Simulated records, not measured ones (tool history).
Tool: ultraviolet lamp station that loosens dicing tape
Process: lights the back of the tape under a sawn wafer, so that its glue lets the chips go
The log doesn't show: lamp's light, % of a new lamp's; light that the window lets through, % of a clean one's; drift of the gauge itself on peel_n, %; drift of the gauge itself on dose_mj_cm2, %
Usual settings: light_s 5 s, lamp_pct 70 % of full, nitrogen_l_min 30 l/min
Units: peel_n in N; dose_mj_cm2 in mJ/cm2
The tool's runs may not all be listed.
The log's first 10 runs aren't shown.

run   hour  light_s  lamp_pct  nitrogen_l_min  hours of work of the lamp  hours of work since the window was cleaned  peel_n  dose_mj_cm2
 11  188.2        5        70              30                        176                                         130   0.503          443
 12  203.3        5        70              30                        183                                         136   0.524          441
 13  219.6        5        70              30                        190                                         144   0.497          436
 14  238.2        5        70              18                        199                                         152   0.693          431
 15  262.1        5        87              30                        209                                         162   0.398          532
 16    286        5        87              30                        220                                         173   0.391          523
 17  298.5        3        70              30                        225                                         179   1.098          256
 18  313.2        5        70              43                        232                                         185   0.445          417
 19  328.4        5        70              43                        239                                         192   0.468          424
 20  349.9        5        70              43                        248                                         202   0.448          420
 21  369.1        5        70              43                        257                                         210   0.477          413
 22  387.7        5        70              43                        265                                         218   0.474          403
 23  408.6        5        70              29                        275                                         228   0.591          406
 24  421.9        5        68              36                        280                                         234   0.532          399
 25  433.3        4        67              11                        286                                         239   1.424          308
 26  446.7        4        67              11                        292                                         245   1.357          305
 27  465.5        4        67              11                        300                                         253   1.405          306
 28  489.3        3        87              20                        311                                         264   1.139          296

The next listed run, before its measurement:
 29  501.7        8        93              20                        316                                         269       ?            ?

{"run 29": {"peel_n": 0.265, "dose_mj_cm2": 831}}
Without the tool's hidden state the same run would have given peel_n 0.227 N, dose_mj_cm2 1064 mJ/cm2.
